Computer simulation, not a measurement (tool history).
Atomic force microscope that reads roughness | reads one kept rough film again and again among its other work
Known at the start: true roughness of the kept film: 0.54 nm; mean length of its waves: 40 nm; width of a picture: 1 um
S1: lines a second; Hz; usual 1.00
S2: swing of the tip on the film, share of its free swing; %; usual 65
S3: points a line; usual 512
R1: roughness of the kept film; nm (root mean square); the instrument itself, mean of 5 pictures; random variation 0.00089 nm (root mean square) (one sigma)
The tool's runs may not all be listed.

{"run": 1, "hour": 0.0, "S1": 1.0, "S2": 65, "S3": 512, "R1": 0.5252}
{"run": 2, "hour": 32.7, "S1": 1.0, "S2": 65, "S3": 512, "R1": 0.5231}
{"run": 3, "hour": 47.2, "S1": 1.0, "S2": 65, "S3": 512, "R1": 0.5232}
{"run": 4, "hour": 70.6, "S1": 1.17, "S2": 65, "S3": 512, "R1": 0.5222}
{"run": 5, "hour": 89.2, "S1": 1.0, "S2": 65, "S3": 512, "R1": 0.5252}
{"run": 6, "hour": 119.7, "S1": 1.0, "S2": 65, "S3": 512, "R1": 0.5241}
{"run": 7, "hour": 137.3, "S1": 1.0, "S2": 65, "S3": 512, "R1": 0.5241}
{"run": 8, "hour": 158.8, "S1": 1.0, "S2": 81, "S3": 512, "R1": 0.5132}
{"run": 9, "hour": 180.3, "S1": 1.0, "S2": 65, "S3": 512, "R1": 0.5245}
{"run": 10, "hour": 207.0, "S1": 1.0, "S2": 65, "S3": 512, "R1": 0.5265}
{"run": 11, "hour": 235.7, "S1": 1.0, "S2": 65, "S3": 512, "R1": 0.5251}
{"run": 12, "hour": 254.6, "S1": 1.0, "S2": 65, "S3": 512, "R1": 0.525}
{"run": 13, "hour": 274.5, "S1": 1.0, "S2": 65, "S3": 512, "R1": 0.5247}
{"run": 14, "hour": 292.7, "S1": 1.0, "S2": 65, "S3": 512, "R1": 0.5232}
{"run": 15, "hour": 326.1, "S1": 1.0, "S2": 65, "S3": 512, "R1": 0.5237}
{"run": 16, "hour": 347.7, "S1": 1.0, "S2": 65, "S3": 512, "R1": 0.5243}
{"run": 17, "hour": 378.5, "S1": 1.0, "S2": 65, "S3": 512, "R1": 0.5249}
{"run": 18, "hour": 400.0, "S1": 1.0, "S2": 65, "S3": 512, "R1": 0.523}
{"run": 19, "hour": 417.9, "S1": 1.0, "S2": 71, "S3": 512, "R1": 0.5196}
{"run": 20, "hour": 439.4, "S1": 1.0, "S2": 65, "S3": 512, "R1": 0.527}
{"run": 21, "hour": 453.8, "S1": 1.0, "S2": 65, "S3": 512, "R1": 0.5236}
{"run": 22, "hour": 468.5, "S1": 1.91, "S2": 65, "S3": 512, "R1": 0.5164}
{"run": 23, "hour": 489.6, "S1": 1.0, "S2": 73, "S3": 312, "R1": 0.5179}
{"run": 24, "hour": 514.3, "S1": 3.43, "S2": 59, "S3": 270, "R1": 0.5107}
{"run": 25, "hour": 545.0, "S1": 3.43, "S2": 59, "S3": 270, "R1": 0.5098}
{"run": 26, "hour": 564.1, "S1": 0.76, "S2": 65, "S3": 512, "R1": 0.5248}
{"run": 27, "hour": 589.4, "S1": 1.0, "S2": 69, "S3": 789, "R1": 0.5228}
{"run": 28, "hour": 621.1, "S1": 1.0, "S2": 69, "S3": 455, "R1": 0.5211}
{"run": 29, "hour": 635.2, "S1": 1.57, "S2": 61, "S3": 721, "R1": 0.5232}
{"run": 30, "hour": 648.7, "S1": 1.43, "S2": 69, "S3": 792, "R1": 0.5188}
{"run": 31, "hour": 667.5, "S1": 0.57, "S2": 65, "S3": 512, "R1": 0.527}
{"run": 32, "hour": 700.6, "S1": 1.33, "S2": 74, "S3": 720, "R1": 0.5145}
{"run": 33, "hour": 730.6, "S1": 1.33, "S2": 74, "S3": 720, "R1": 0.5142}
{"run": 34, "hour": 751.8, "S1": 1.38, "S2": 74, "S3": 720, "R1": 0.5128}
{"run": 35, "hour": 784.9, "S1": 1.6, "S2": 65, "S3": 1019, "R1": 0.5201}
{"run": 36, "hour": 810.9, "S1": 1.0, "S2": 77, "S3": 512, "R1": 0.5154}
{"run": 37, "hour": 827.8, "S1": 0.98, "S2": 90, "S3": 512, "R1": 0.5018}
{"run": 38, "hour": 846.5, "S1": 1.38, "S2": 57, "S3": 655, "R1": 0.5267}
{"run": 39, "hour": 862.5, "S1": 0.55, "S2": 74, "S3": 532, "R1": 0.5228}
{"run": 40, "hour": 888.2, "S1": 1.42, "S2": 70, "S3": 532, "R1": 0.517}

Taken out of this log: 4 entries between the listed runs. Where each belongs, and how the hidden state differs across it:
Between runs 4 and 5: new tip fitted (hour 82.3)
  radius of the tip, nm: 8.1 -> 7
Between runs 15 and 16: new tip fitted (hour 343.2)
  radius of the tip, nm: 8 -> 7.1
Between runs 27 and 28: new tip fitted (hour 605.1)
  radius of the tip, nm: 8 -> 7.1
Between runs 39 and 40: new tip fitted (hour 867.7)
  radius of the tip, nm: 8 -> 7.1
